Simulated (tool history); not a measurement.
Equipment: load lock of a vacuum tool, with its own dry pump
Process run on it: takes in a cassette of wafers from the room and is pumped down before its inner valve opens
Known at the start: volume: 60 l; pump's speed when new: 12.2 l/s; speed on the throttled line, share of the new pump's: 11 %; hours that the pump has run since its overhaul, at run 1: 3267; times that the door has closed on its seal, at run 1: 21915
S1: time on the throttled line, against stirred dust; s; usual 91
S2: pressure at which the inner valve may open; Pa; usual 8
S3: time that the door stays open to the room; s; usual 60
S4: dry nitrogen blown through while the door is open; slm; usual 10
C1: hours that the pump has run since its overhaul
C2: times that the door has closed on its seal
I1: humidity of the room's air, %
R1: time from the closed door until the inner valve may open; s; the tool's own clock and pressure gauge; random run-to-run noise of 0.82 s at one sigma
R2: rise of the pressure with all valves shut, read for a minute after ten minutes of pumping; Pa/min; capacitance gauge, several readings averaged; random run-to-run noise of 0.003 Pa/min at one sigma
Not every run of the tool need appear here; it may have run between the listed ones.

| run | hour | S1 | S2 | S3 | S4 | C1 | C2 | I1 | R1 | R2 |
|---|---|---|---|---|---|---|---|---|---|---|
| 1 | 0 | 91 | 8 | 60 | 10 | 3267 | 21915 | 46.2 | 131.9 | 0.115 |
| 2 | 56.1 | 91 | 8 | 60 | 9 | 3323 | 22194 | 43.3 | 132.3 | 0.107 |
| 3 | 168.6 | 91 | 8 | 60 | 9 | 3435 | 22752 | 46 | 131 | 0.113 |
| 4 | 263.3 | 91 | 8 | 60 | 9 | 3530 | 23221 | 47.8 | 131.7 | 0.119 |
| 5 | 343.2 | 91 | 8 | 60 | 10 | 3610 | 23617 | 41.5 | 129.6 | 0.11 |
| 6 | 450.8 | 91 | 8 | 60 | 10 | 3717 | 24150 | 45.3 | 130.4 | 0.114 |
| 7 | 507.1 | 91 | 12 | 60 | 10 | 3774 | 24430 | 46.6 | 128.6 | 0.121 |
| 8 | 628 | 91 | 12 | 60 | 10 | 3895 | 25030 | 45.7 | 128.3 | 0.122 |
| 9 | 712.3 | 91 | 12 | 60 | 10 | 3979 | 25447 | 46.2 | 129.2 | 0.12 |
| 10 | 795 | 91 | 14 | 60 | 10 | 4062 | 25857 | 43.6 | 129.1 | 0.124 |
| 11 | 899.4 | 91 | 8 | 60 | 10 | 4166 | 26375 | 45.6 | 130.5 | 0.135 |
| 12 | 968.8 | 46 | 16 | 95 | 13 | 4235 | 26719 | 40.7 | 87.3 | 0.131 |
| 13 | 1073.8 | 91 | 8 | 60 | 22 | 4340 | 27240 | 44.1 | 131.1 | 0.124 |
| 14 | 1134.9 | 91 | 13 | 93 | 23 | 4402 | 27543 | 42.9 | 128.7 | 0.132 |
| 15 | 1213.6 | 73 | 8 | 60 | 22 | 4480 | 27933 | 41.7 | 114.1 | 0.129 |
| 16 | 1268.2 | 91 | 8 | 210 | 20 | 4535 | 28204 | 45.9 | 131.5 | 0.163 |
| 17 | 1346.8 | 91 | 8 | 120 | 10 | 4614 | 28593 | 46.2 | 131.8 | 0.163 |
| 18 | 1451.3 | 91 | 7 | 120 | 11 | 4718 | 29112 | 44.5 | 131.9 | 0.16 |
| 19 | 1503.4 | 154 | 15 | 106 | 5 | 4770 | 29370 | 43.6 | 182.6 | 0.172 |
| 20 | 1615.5 | 154 | 15 | 106 | 5 | 4882 | 29926 | 44.9 | 182.9 | 0.175 |
| 21 | 1668.6 | 141 | 7 | 106 | 5 | 4935 | 30189 | 43.3 | 177.1 | 0.183 |

Each row is a separate what-if for the run after 21, all from the same tool condition, not one after another. Results?
| A | 1742.6 | 94 | 7 | 90 | 5 | 5009 | 30556 | 44.2 | ? | ? |
| B | 1742.6 | 91 | 8 | 60 | 22 | 5009 | 30556 | 46.1 | ? | ? |
| C | 1742.6 | 96 | 8 | 215 | 10 | 5009 | 30556 | 42.4 | ? | ? |
| D | 1742.6 | 127 | 16 | 62 | 10 | 5009 | 30556 | 46.4 | ? | ? |

| run | R1 | R2 |
|---|---|---|
| A | 133.6 | 0.168 |
| B | 131.2 | 0.147 |
| C | 137.1 | 0.197 |
| D | 160.4 | 0.154 |
Without the tool's hidden state the same runs would have given:
| run | R1 | R2 |
|---|---|---|
| A | 130 | 0.046 |
| B | 127.5 | 0.023 |
| C | 133.5 | 0.073 |
| D | 157.6 | 0.03 |
